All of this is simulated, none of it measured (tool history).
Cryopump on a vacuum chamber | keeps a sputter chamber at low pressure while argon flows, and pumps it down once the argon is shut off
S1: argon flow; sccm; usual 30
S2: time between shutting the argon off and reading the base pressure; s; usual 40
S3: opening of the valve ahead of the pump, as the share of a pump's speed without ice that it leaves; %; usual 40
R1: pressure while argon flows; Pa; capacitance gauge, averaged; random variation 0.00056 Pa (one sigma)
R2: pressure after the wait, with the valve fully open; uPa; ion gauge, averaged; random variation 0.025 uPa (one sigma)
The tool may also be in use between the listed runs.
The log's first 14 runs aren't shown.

| run | hour | S1 | S2 | S3 | R1 | R2 |
|---|---|---|---|---|---|---|
| 15 | 696.0 | 30 | 40 | 40 | 0.0690 | 1.33 |
| 16 | 748.0 | 30 | 199 | 40 | 0.0694 | 0.63 |
| 17 | 794.5 | 30 | 29 | 40 | 0.0694 | 1.73 |
| 18 | 835.4 | 30 | 29 | 40 | 0.0692 | 1.69 |
| 19 | 887.9 | 15 | 47 | 34 | 0.0426 | 1.18 |
| 20 | 937.0 | 15 | 34 | 40 | 0.0349 | 1.54 |
| 21 | 991.6 | 15 | 34 | 40 | 0.0347 | 1.56 |
| 22 | 1054.1 | 44 | 293 | 46 | 0.0921 | 0.62 |
| 23 | 1096.1 | 40 | 129 | 48 | 0.0804 | 0.82 |
| 24 | 1147.8 | 16 | 108 | 39 | 0.0395 | 0.89 |
| 25 | 1177.6 | 33 | 76 | 15 | 0.2006 | 1.03 |
| 26 | 1223.9 | 36 | 36 | 15 | 0.2184 | 1.54 |
|  | 1288.9 | pump warmed up, emptied and cooled again |
| 27 | 1295.0 | 36 | 67 | 15 | 0.2084 | 1.00 |
| 28 | 1347.5 | 20 | 28 | 19 | 0.0933 | 1.70 |
| 29 | 1400.5 | 19 | 28 | 18 | 0.0928 | 1.77 |
| 30 | 1429.4 | 23 | 58 | 24 | 0.0853 | 1.13 |
| 31 | 1470.6 | 23 | 23 | 22 | 0.0920 | 2.01 |
| 32 | 1506.4 | 23 | 21 | 45 | 0.0451 | 2.16 |
| 33 | 1548.5 | 23 | 21 | 45 | 0.0463 | 2.18 |
| 34 | 1606.1 | 13 | 90 | 20 | 0.0570 | 0.89 |

4 ways to go on from here, each from the tool as it stands after run 34. What would each give?
| A | 1672.7 | 30 | 47 | 25 | ? | ? |
| B | 1672.7 | 30 | 40 | 48 | ? | ? |
| C | 1672.7 | 25 | 78 | 20 | ? | ? |
| D | 1672.7 | 13 | 90 | 54 | ? | ? |

| run | R1 | R2 |
|---|---|---|
| A | 0.1070 | 1.29 |
| B | 0.0563 | 1.42 |
| C | 0.1110 | 1.00 |
| D | 0.0220 | 0.94 |
Without the tool's hidden state the same runs would have given:
| run | R1 | R2 |
|---|---|---|
| A | 0.1050 | 0.89 |
| B | 0.0543 | 1.02 |
| C | 0.1093 | 0.60 |
| D | 0.0211 | 0.55 |
